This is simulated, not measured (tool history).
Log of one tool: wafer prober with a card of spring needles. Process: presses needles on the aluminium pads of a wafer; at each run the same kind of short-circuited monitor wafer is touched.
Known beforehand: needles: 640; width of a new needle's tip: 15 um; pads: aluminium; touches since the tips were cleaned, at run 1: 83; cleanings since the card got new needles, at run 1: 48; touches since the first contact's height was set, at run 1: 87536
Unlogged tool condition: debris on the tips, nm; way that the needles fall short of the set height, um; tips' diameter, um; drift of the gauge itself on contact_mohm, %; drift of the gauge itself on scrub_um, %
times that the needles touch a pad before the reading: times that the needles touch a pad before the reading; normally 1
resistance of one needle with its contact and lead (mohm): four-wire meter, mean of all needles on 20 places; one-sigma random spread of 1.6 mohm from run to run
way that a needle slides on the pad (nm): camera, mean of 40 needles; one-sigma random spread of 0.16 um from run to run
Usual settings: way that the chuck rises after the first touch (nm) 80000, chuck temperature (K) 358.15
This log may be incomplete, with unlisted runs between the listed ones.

run     day  way that the chuck rises after the first touch (nm)  chuck temperature (K)  times that the needles touch a pad before the reading  touches since the tips were cleaned  cleanings since the card got new needles  touches since the first contact's height was set  resistance of one needle with its contact and lead (mohm)  way that a needle slides on the pad (nm)
  1       0                                                80000                 358.15                                                      1                                   83                                        48                                             87536                                                        159                                     14800
      0.238  -- tips cleaned on abrasive film
      0.529  -- tips cleaned on abrasive film
      0.825  -- tips cleaned on abrasive film
      1.062  -- tips cleaned on abrasive film
      1.354  -- tips cleaned on abrasive film
       1.65  -- tips cleaned on abrasive film
  2   1.717                                                80000                 358.15                                                      1                                  438                                        54                                             98533                                                        160                                     14510
      1.896  -- tips cleaned on abrasive film
      2.188  -- tips cleaned on abrasive film
      2.425  -- tips cleaned on abrasive film
      2.717  -- tips cleaned on abrasive film
      3.012  -- tips cleaned on abrasive film
      3.304  -- tips cleaned on abrasive film
  3   3.342                                                82000                 358.15                                                      1                                  231                                        60                                            108944                                                        160                                     14610
      3.579  -- tips cleaned on abrasive film
      3.871  -- tips cleaned on abrasive film
      4.162  -- tips cleaned on abrasive film
  4   4.162                                                63000                 358.15                                                      1                                    0                                        63                                            114216                                                        163                                     10990
      4.458  -- tips cleaned on abrasive film
      4.754  -- tips cleaned on abrasive film
      5.046  -- tips cleaned on abrasive film
      5.342  -- tips cleaned on abrasive film
  5   5.425                                                63000                 358.15                                                      1                                  546                                        67                                            122302                                                        169                                     10570
        5.6  -- tips cleaned on abrasive film
      5.896  -- tips cleaned on abrasive film
      6.192  -- tips cleaned on abrasive film
      6.425  -- tips cleaned on abrasive film
  6   6.588                                                63000                 358.15                                                      1                                 1058                                        71                                            129768                                                        175                                     10750
      6.708  -- tips cleaned on abrasive film
      7.004  -- tips cleaned on abrasive film
      7.238  -- tips cleaned on abrasive film
      7.533  -- tips cleaned on abrasive film
      7.825  -- tips cleaned on abrasive film
  7   7.896                                                63000                 358.15                                                      1                                  454                                        76                                            138138                                                        171                                     10720
      8.075  -- tips cleaned on abrasive film
      8.308  -- tips cleaned on abrasive film
      8.604  -- tips cleaned on abrasive film
      8.896  -- tips cleaned on abrasive film
      9.192  -- tips cleaned on abrasive film
  8   9.317                                                93000                 358.15                                                      1                                  825                                        81                                            147254                                                        164                                     16530
      9.438  -- tips cleaned on abrasive film
      9.733  -- tips cleaned on abrasive film
     10.025  -- tips cleaned on abrasive film
     10.321  -- tips cleaned on abrasive film
  9  10.533                                                80000                 358.15                                                      1                                 1381                                        85                                            155046                                                        168                                     13950
     10.596  -- tips cleaned on abrasive film
     10.888  -- tips cleaned on abrasive film
     11.183  -- tips cleaned on abrasive film
     11.479  -- tips cleaned on abrasive film
 10  11.625                                                80000                 358.15                                                      1                                  952                                        89                                            162030                                                        167                                     13580
     11.742  -- tips cleaned on abrasive film
     12.038  -- tips cleaned on abrasive film
     12.333  -- tips cleaned on abrasive film
     12.625  -- tips cleaned on abrasive film
     12.921  -- tips cleaned on abrasive film
     13.212  -- tips cleaned on abrasive film
 11  13.262                                                80000                 358.15                                                      3                                  308                                        95                                            172517                                                        162                                     13670
     13.496  -- tips cleaned on abrasive film
     13.792  -- tips cleaned on abrasive film
     14.083  -- tips cleaned on abrasive film
     14.379  -- tips cleaned on abrasive film
 12  14.458                                                80000                 358.15                                                      3                                  505                                        99                                            180185                                                        162                                     13500
     14.633  -- tips cleaned on abrasive film
     14.929  -- tips cleaned on abrasive film
     15.221  -- tips cleaned on abrasive film
     15.517  -- tips cleaned on abrasive film
     15.808  -- tips cleaned on abrasive film
     16.046  -- tips cleaned on abrasive film
     16.342  -- tips cleaned on abrasive film
 13   16.45                                                75000                 358.15                                                      3                                  716                                       106                                            192967                                                        167                                     12290
     16.629  -- tips cleaned on abrasive film
     16.921  -- tips cleaned on abrasive film
     17.217  -- tips cleaned on abrasive film
 14  17.388                                                80000                 310.15                                                      2                                 1107                                       109                                            198975                                                        162                                     13060
     17.508  -- tips cleaned on abrasive film
       17.8  -- tips cleaned on abrasive film
     18.096  -- tips cleaned on abrasive film
     18.383  -- tips cleaned on abrasive film
 15  18.383                                                80000                 388.15                                                      1                                    0                                       113                                            205351                                                        165                                     13160
     18.679  -- tips cleaned on abrasive film
     18.971  -- tips cleaned on abrasive film
     19.267  -- tips cleaned on abrasive film
     19.558  -- tips cleaned on abrasive film
     19.854  -- tips cleaned on abrasive film
     20.092  -- tips cleaned on abrasive film
 16  20.104                                                83000                 301.15                                                      1                                   98                                       119                                            216383                                                        153                                     13820
     20.342  -- tips cleaned on abrasive film
     20.633  -- tips cleaned on abrasive film
     20.929  -- tips cleaned on abrasive film
 17  21.121                                                80000                 334.15                                                      2                                 1247                                       122                                            222908                                                        163                                     12770
     21.183  -- tips cleaned on abrasive film
     21.475  -- tips cleaned on abrasive film
     21.771  -- tips cleaned on abrasive film
     22.062  -- tips cleaned on abrasive film
     22.358  -- tips cleaned on abrasive film
     22.654  -- tips cleaned on abrasive film
 18  22.725                                                80000                 312.15                                                      1                                  482                                       128                                            233192                                                        160                                     12800
     22.904  -- tips cleaned on abrasive film
     22.917  -- height of the first contact set anew
     23.154  -- tips cleaned on abrasive film
     23.446  -- tips cleaned on abrasive film
     23.742  -- tips cleaned on abrasive film
 19  23.821                                                80000                 312.15                                                      1                                  532                                       132                                              5810                                                        156                                     15830
         24  -- tips cleaned on abrasive film
     24.296  -- tips cleaned on abrasive film
     24.588  -- tips cleaned on abrasive film
 20  24.692                                                80000                 312.15                                                      1                                  673                                       135                                             11383                                                        154                                     15650
     24.871  -- tips cleaned on abrasive film
     25.104  -- tips cleaned on abrasive film
       25.4  -- tips cleaned on abrasive film
     25.692  -- tips cleaned on abrasive film
     25.929  -- tips cleaned on abrasive film
 21  26.096                                                85000                 340.15                                                      1                                 1080                                       140                                             20380                                                        162                                     16110
     26.217  -- tips cleaned on abrasive film
     26.508  -- tips cleaned on abrasive film
     26.804  -- tips cleaned on abrasive film
     27.042  -- tips cleaned on abrasive film
     27.333  -- tips cleaned on abrasive film
 22   27.55                                                80000                 344.15                                                      2                                 1410                                       145                                             29707                                                        165                                     15430
     27.612  -- tips cleaned on abrasive film
     27.908  -- tips cleaned on abrasive film
       28.2  -- tips cleaned on abrasive film
     28.496  -- tips cleaned on abrasive film
 23    28.6                                                65000                 358.15                                                      1                                  672                                       149                                             36411                                                        167                                     12440
     28.775  -- tips cleaned on abrasive film
     29.071  -- tips cleaned on abrasive film
     29.362  -- tips cleaned on abrasive film
     29.658  -- tips cleaned on abrasive film
 24   29.85                                                98000                 358.15                                                      1                                 1236                                       153                                             44433                                                        161                                     18780

What differs in the tool's unlogged condition from the final listed run ahead of each entry between runs to the first listed run following it?
Runs 1 to 2: tips cleaned on abrasive film (day 0.238); tips cleaned on abrasive film (day 0.529); tips cleaned on abrasive film (day 0.825); tips cleaned on abrasive film (day 1.062); tips cleaned on abrasive film (day 1.354); tips cleaned on abrasive film (day 1.65)
  debris on the tips, nm: 4.1 -> 10.9; way that the needles fall short of the set height, um: 5.67 -> 6.37; tips' diameter, um: 16.98 -> 17.23
  measured result minus the result with no hidden state, resistance of one needle with its contact and lead (mohm): +2 -> +5; way that a needle slides on the pad (nm): -1130 -> -1260
Runs 2 to 3: tips cleaned on abrasive film (day 1.896); tips cleaned on abrasive film (day 2.188); tips cleaned on abrasive film (day 2.425); tips cleaned on abrasive film (day 2.717); tips cleaned on abrasive film (day 3.012); tips cleaned on abrasive film (day 3.304)
  debris on the tips, nm: 10.9 -> 7.6; way that the needles fall short of the set height, um: 6.37 -> 7.09; tips' diameter, um: 17.23 -> 17.48
  measured result minus the result with no hidden state, resistance of one needle with its contact and lead (mohm): +5 -> +4; way that a needle slides on the pad (nm): -1260 -> -1390
Runs 3 to 4: tips cleaned on abrasive film (day 3.579); tips cleaned on abrasive film (day 3.871); tips cleaned on abrasive film (day 4.162)
  debris on the tips, nm: 7.6 -> 2; way that the needles fall short of the set height, um: 7.09 -> 7.4; tips' diameter, um: 17.48 -> 17.59
  measured result minus the result with no hidden state, resistance of one needle with its contact and lead (mohm): +4 -> +3; way that a needle slides on the pad (nm): -1390 -> -1470
Runs 4 to 5: tips cleaned on abrasive film (day 4.458); tips cleaned on abrasive film (day 4.754); tips cleaned on abrasive film (day 5.046); tips cleaned on abrasive film (day 5.342)
  debris on the tips, nm: 2 -> 15; way that the needles fall short of the set height, um: 7.4 -> 7.91; tips' diameter, um: 17.59 -> 17.77
  measured result minus the result with no hidden state, resistance of one needle with its contact and lead (mohm): +3 -> +9; way that a needle slides on the pad (nm): -1470 -> -1550
Runs 5 to 6: tips cleaned on abrasive film (day 5.6); tips cleaned on abrasive film (day 5.896); tips cleaned on abrasive film (day 6.192); tips cleaned on abrasive film (day 6.425)
  debris on the tips, nm: 15 -> 26.3; way that the needles fall short of the set height, um: 7.91 -> 8.35; tips' diameter, um: 17.77 -> 17.92
  measured result minus the result with no hidden state, resistance of one needle with its contact and lead (mohm): +9 -> +15; way that a needle slides on the pad (nm): -1550 -> -1650
Runs 6 to 7: tips cleaned on abrasive film (day 6.708); tips cleaned on abrasive film (day 7.004); tips cleaned on abrasive film (day 7.238); tips cleaned on abrasive film (day 7.533); tips cleaned on abrasive film (day 7.825)
  debris on the tips, nm: 26.3 -> 15.7; way that the needles fall short of the set height, um: 8.35 -> 8.87; tips' diameter, um: 17.92 -> 18.1
  measured result minus the result with no hidden state, resistance of one needle with its contact and lead (mohm): +15 -> +10; way that a needle slides on the pad (nm): -1650 -> -1750
Runs 7 to 8: tips cleaned on abrasive film (day 8.075); tips cleaned on abrasive film (day 8.308); tips cleaned on abrasive film (day 8.604); tips cleaned on abrasive film (day 8.896); tips cleaned on abrasive film (day 9.192)
  debris on the tips, nm: 15.7 -> 23.9; way that the needles fall short of the set height, um: 8.87 -> 9.43; tips' diameter, um: 18.1 -> 18.3
  measured result minus the result with no hidden state, resistance of one needle with its contact and lead (mohm): +10 -> +7; way that a needle slides on the pad (nm): -1750 -> -1850
Runs 8 to 9: tips cleaned on abrasive film (day 9.438); tips cleaned on abrasive film (day 9.733); tips cleaned on abrasive film (day 10.025); tips cleaned on abrasive film (day 10.321)
  debris on the tips, nm: 23.9 -> 31.5; way that the needles fall short of the set height, um: 9.43 -> 9.97; tips' diameter, um: 18.3 -> 18.49
  measured result minus the result with no hidden state, resistance of one needle with its contact and lead (mohm): +7 -> +12; way that a needle slides on the pad (nm): -1850 -> -1980
Runs 9 to 10: tips cleaned on abrasive film (day 10.596); tips cleaned on abrasive film (day 10.888); tips cleaned on abrasive film (day 11.183); tips cleaned on abrasive film (day 11.479)
  debris on the tips, nm: 31.5 -> 21.7; way that the needles fall short of the set height, um: 9.97 -> 10.42; tips' diameter, um: 18.49 -> 18.65
  measured result minus the result with no hidden state, resistance of one needle with its contact and lead (mohm): +12 -> +9; way that a needle slides on the pad (nm): -1980 -> -2050
Runs 10 to 11: tips cleaned on abrasive film (day 11.742); tips cleaned on abrasive film (day 12.038); tips cleaned on abrasive film (day 12.333); tips cleaned on abrasive film (day 12.625); tips cleaned on abrasive film (day 12.921); tips cleaned on abrasive film (day 13.212)
  debris on the tips, nm: 21.7 -> 9.4; way that the needles fall short of the set height, um: 10.42 -> 11.16; tips' diameter, um: 18.65 -> 18.91
  measured result minus the result with no hidden state, resistance of one needle with its contact and lead (mohm): +9 -> +4; way that a needle slides on the pad (nm): -2050 -> -2210
Runs 11 to 12: tips cleaned on abrasive film (day 13.496); tips cleaned on abrasive film (day 13.792); tips cleaned on abrasive film (day 14.083); tips cleaned on abrasive film (day 14.379)
  debris on the tips, nm: 9.4 -> 15.5; way that the needles fall short of the set height, um: 11.16 -> 11.59; tips' diameter, um: 18.91 -> 19.06
  measured result minus the result with no hidden state, resistance of one needle with its contact and lead (mohm): +4 -> +5; way that a needle slides on the pad (nm): -2210 -> -2280
Runs 12 to 13: tips cleaned on abrasive film (day 14.633); tips cleaned on abrasive film (day 14.929); tips cleaned on abrasive film (day 15.221); tips cleaned on abrasive film (day 15.517); tips cleaned on abrasive film (day 15.808); tips cleaned on abrasive film (day 16.046); tips cleaned on abrasive film (day 16.342)
  debris on the tips, nm: 15.5 -> 23.2; way that the needles fall short of the set height, um: 11.59 -> 12.43; tips' diameter, um: 19.06 -> 19.35
  measured result minus the result with no hidden state, resistance of one needle with its contact and lead (mohm): +5 -> +7; way that a needle slides on the pad (nm): -2280 -> -2430
Runs 13 to 14: tips cleaned on abrasive film (day 16.629); tips cleaned on abrasive film (day 16.921); tips cleaned on abrasive film (day 17.217)
  debris on the tips, nm: 23.2 -> 28.1; way that the needles fall short of the set height, um: 12.43 -> 12.86; tips' diameter, um: 19.35 -> 19.5
  measured result minus the result with no hidden state, resistance of one needle with its contact and lead (mohm): +7 -> +10; way that a needle slides on the pad (nm): -2430 -> -2530
Runs 14 to 15: tips cleaned on abrasive film (day 17.508); tips cleaned on abrasive film (day 17.8); tips cleaned on abrasive film (day 18.096); tips cleaned on abrasive film (day 18.383)
  debris on the tips, nm: 28.1 -> 4.6; way that the needles fall short of the set height, um: 12.86 -> 13.31; tips' diameter, um: 19.5 -> 19.66
  measured result minus the result with no hidden state, resistance of one needle with its contact and lead (mohm): +10 -> +5; way that a needle slides on the pad (nm): -2530 -> -2620
Runs 15 to 16: tips cleaned on abrasive film (day 18.679); tips cleaned on abrasive film (day 18.971); tips cleaned on abrasive film (day 19.267); tips cleaned on abrasive film (day 19.558); tips cleaned on abrasive film (day 19.854); tips cleaned on abrasive film (day 20.092)
  debris on the tips, nm: 4.6 -> 6.1; way that the needles fall short of the set height, um: 13.31 -> 14.02; tips' diameter, um: 19.66 -> 19.91
  measured result minus the result with no hidden state, resistance of one needle with its contact and lead (mohm): +5 -> +6; way that a needle slides on the pad (nm): -2620 -> -2790
Runs 16 to 17: tips cleaned on abrasive film (day 20.342); tips cleaned on abrasive film (day 20.633); tips cleaned on abrasive film (day 20.929)
  debris on the tips, nm: 6.1 -> 28.2; way that the needles fall short of the set height, um: 14.02 -> 14.36; tips' diameter, um: 19.91 -> 20.02
  measured result minus the result with no hidden state, resistance of one needle with its contact and lead (mohm): +6 -> +10; way that a needle slides on the pad (nm): -2790 -> -2800
Runs 17 to 18: tips cleaned on abrasive film (day 21.183); tips cleaned on abrasive film (day 21.475); tips cleaned on abrasive film (day 21.771); tips cleaned on abrasive film (day 22.062); tips cleaned on abrasive film (day 22.358); tips cleaned on abrasive film (day 22.654)
  debris on the tips, nm: 28.2 -> 14.3; way that the needles fall short of the set height, um: 14.36 -> 15.05; tips' diameter, um: 20.02 -> 20.27
  measured result minus the result with no hidden state, resistance of one needle with its contact and lead (mohm): +10 -> +10; way that a needle slides on the pad (nm): -2800 -> -2970
Runs 18 to 19: tips cleaned on abrasive film (day 22.904); height of the first contact set anew (day 22.917); tips cleaned on abrasive film (day 23.154); tips cleaned on abrasive film (day 23.446); tips cleaned on abrasive film (day 23.742)
  debris on the tips, nm: 14.3 -> 13.5; way that the needles fall short of the set height, um: 15.05 -> 0.39; tips' diameter, um: 20.27 -> 20.45
  measured result minus the result with no hidden state, resistance of one needle with its contact and lead (mohm): +10 -> +6; way that a needle slides on the pad (nm): -2970 -> -80
Runs 19 to 20: tips cleaned on abrasive film (day 24); tips cleaned on abrasive film (day 24.296); tips cleaned on abrasive film (day 24.588)
  debris on the tips, nm: 13.5 -> 19.3; way that the needles fall short of the set height, um: 0.39 -> 0.75; tips' diameter, um: 20.45 -> 20.58
  measured result minus the result with no hidden state, resistance of one needle with its contact and lead (mohm): +6 -> +7; way that a needle slides on the pad (nm): -80 -> -150
Runs 20 to 21: tips cleaned on abrasive film (day 24.871); tips cleaned on abrasive film (day 25.104); tips cleaned on abrasive film (day 25.4); tips cleaned on abrasive film (day 25.692); tips cleaned on abrasive film (day 25.929)
  debris on the tips, nm: 19.3 -> 28.1; way that the needles fall short of the set height, um: 0.75 -> 1.27; tips' diameter, um: 20.58 -> 20.76
  measured result minus the result with no hidden state, resistance of one needle with its contact and lead (mohm): +7 -> +9; way that a needle slides on the pad (nm): -150 -> -250
Runs 21 to 22: tips cleaned on abrasive film (day 26.217); tips cleaned on abrasive film (day 26.508); tips cleaned on abrasive film (day 26.804); tips cleaned on abrasive film (day 27.042); tips cleaned on abrasive film (day 27.333)
  debris on the tips, nm: 28.1 -> 36.2; way that the needles fall short of the set height, um: 1.27 -> 1.88; tips' diameter, um: 20.76 -> 20.97
  measured result minus the result with no hidden state, resistance of one needle with its contact and lead (mohm): +9 -> +9; way that a needle slides on the pad (nm): -250 -> -360
Runs 22 to 23: tips cleaned on abrasive film (day 27.612); tips cleaned on abrasive film (day 27.908); tips cleaned on abrasive film (day 28.2); tips cleaned on abrasive film (day 28.496)
  debris on the tips, nm: 36.2 -> 18.7; way that the needles fall short of the set height, um: 1.88 -> 2.36; tips' diameter, um: 20.97 -> 21.14
  measured result minus the result with no hidden state, resistance of one needle with its contact and lead (mohm): +9 -> +12; way that a needle slides on the pad (nm): -360 -> -470
Runs 23 to 24: tips cleaned on abrasive film (day 28.775); tips cleaned on abrasive film (day 29.071); tips cleaned on abrasive film (day 29.362); tips cleaned on abrasive film (day 29.658)
  debris on the tips, nm: 18.7 -> 29.6; way that the needles fall short of the set height, um: 2.36 -> 2.84; tips' diameter, um: 21.14 -> 21.31
  measured result minus the result with no hidden state, resistance of one needle with its contact and lead (mohm): +12 -> +8; way that a needle slides on the pad (nm): -470 -> -560

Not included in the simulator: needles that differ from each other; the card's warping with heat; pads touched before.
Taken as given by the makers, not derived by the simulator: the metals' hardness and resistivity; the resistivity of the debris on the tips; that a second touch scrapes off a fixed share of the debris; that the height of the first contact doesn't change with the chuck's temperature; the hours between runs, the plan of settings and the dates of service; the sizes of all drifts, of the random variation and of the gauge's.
